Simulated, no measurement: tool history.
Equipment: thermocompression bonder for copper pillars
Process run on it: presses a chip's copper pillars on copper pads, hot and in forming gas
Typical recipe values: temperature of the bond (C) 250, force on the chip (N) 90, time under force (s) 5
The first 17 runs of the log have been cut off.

| run | day | temperature of the bond (C) | force on the chip (N) | time under force (s) | hours of work since the heater was calibrated | hours of work since the force cell was calibrated | hours of work since the gas filter was changed | force that shears a chip off (N) |
|---|---|---|---|---|---|---|---|---|
| 18 | 8.008 | 250 | 90 | 5 | 733 | 134 | 102 | 57.5 |
|  | 8.392 | forming gas filter changed |
| 19 | 8.696 | 250 | 90 | 5 | 742 | 142 | 4 | 59.2 |
| 20 | 9.133 | 250 | 90 | 5 | 747 | 147 | 9 | 58.7 |
| 21 | 9.725 | 241 | 90 | 5 | 754 | 155 | 16 | 50.6 |
| 22 | 10.004 | 250 | 109 | 5 | 758 | 158 | 20 | 73.5 |
| 23 | 10.425 | 256 | 71 | 5 | 763 | 163 | 25 | 49.4 |
| 24 | 10.717 | 256 | 71 | 5 | 767 | 167 | 29 | 49.5 |
| 25 | 11.138 | 256 | 71 | 5 | 772 | 172 | 34 | 49.1 |
| 26 | 11.542 | 256 | 71 | 5 | 777 | 177 | 39 | 48.2 |
| 27 | 12.012 | 256 | 71 | 5 | 783 | 183 | 45 | 47.6 |
| 28 | 12.504 | 250 | 131 | 12 | 789 | 189 | 51 | 110.9 |
| 29 | 13.171 | 250 | 134 | 8 | 797 | 197 | 59 | 98.8 |
| 30 | 13.529 | 250 | 134 | 8 | 801 | 202 | 64 | 99 |
| 31 | 13.971 | 250 | 134 | 8 | 807 | 207 | 69 | 98.4 |
| 32 | 14.283 | 250 | 134 | 8 | 811 | 211 | 73 | 99.2 |
| 33 | 14.558 | 250 | 134 | 11 | 814 | 215 | 76 | 107.9 |
| 34 | 15.204 | 221 | 134 | 3 | 822 | 223 | 84 | 43 |
| 35 | 15.8 | 227 | 56 | 3 | 830 | 230 | 92 | 14.9 |
| 36 | 16.467 | 238 | 128 | 3 | 838 | 238 | 100 | 56.8 |
|  | 17 | forming gas filter changed |
| 37 | 17 | 264 | 76 | 5 | 844 | 245 | 0 | 60.9 |
| 38 | 17.471 | 234 | 124 | 4 | 850 | 250 | 6 | 55.7 |
| 39 | 18.046 | 256 | 94 | 14 | 857 | 258 | 13 | 95.1 |

Here are 3 independent what-if runs from the current tool condition. What would each one return?
| A | 18.538 | 235 | 70 | 3 | 863 | 264 | 19 | ? |
| B | 18.538 | 275 | 90 | 5 | 863 | 264 | 19 | ? |
| C | 18.538 | 250 | 90 | 9 | 863 | 264 | 19 | ? |

| run | force that shears a chip off (N) |
|---|---|
| A | 26 |
| B | 85.1 |
| C | 71.7 |
What these runs would have given with no unlogged condition in the tool:
| run | force that shears a chip off (N) |
|---|---|
| A | 28 |
| B | 89.5 |
| C | 76 |
